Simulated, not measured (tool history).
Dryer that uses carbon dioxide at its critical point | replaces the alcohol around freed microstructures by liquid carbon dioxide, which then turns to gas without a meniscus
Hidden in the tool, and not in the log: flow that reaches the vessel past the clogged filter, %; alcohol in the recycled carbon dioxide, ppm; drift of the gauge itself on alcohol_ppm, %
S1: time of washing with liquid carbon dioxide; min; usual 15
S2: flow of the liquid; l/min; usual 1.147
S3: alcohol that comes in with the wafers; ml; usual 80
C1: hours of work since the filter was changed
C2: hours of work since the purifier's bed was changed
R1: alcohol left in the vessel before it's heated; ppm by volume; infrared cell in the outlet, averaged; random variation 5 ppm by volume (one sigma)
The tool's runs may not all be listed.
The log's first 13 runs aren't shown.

run     day  S1     S2  S3   C1   C2   R1
 14  10.696  11  1.147  80  222  698  551
 15  11.288  11  1.147  80  231  707  533
 16  11.996  11  1.147  80  241  718  561
 17  12.492  11  1.147  80  249  725  560
 18  13.579  11  1.147  80  265  741  587
 19  14.075  15  1.147  80  272  748  227
 20  14.604  15  1.147  80  280  756  228
 21  15.508  15  1.147  80  293  769  230
 22  16.504  15    1.5  80  308  784  170
 23  17.075  15    1.5  80  316  792  152
     17.167  -- inlet filter changed
 24  18.229  15    1.5  80   16  808  148
 25  18.696  15    1.5  80   22  815  148
 26  19.554  18   1.94  33   35  828  147
 27  20.304  10   1.35  33   46  839  231

The next listed run, before its measurement:
 28  21.371  17  1.15  99  62  855   ?

Run 28 gave R1 187 ppm by volume.
Without the tool's hidden state the same run would have given R1 34 ppm by volume.
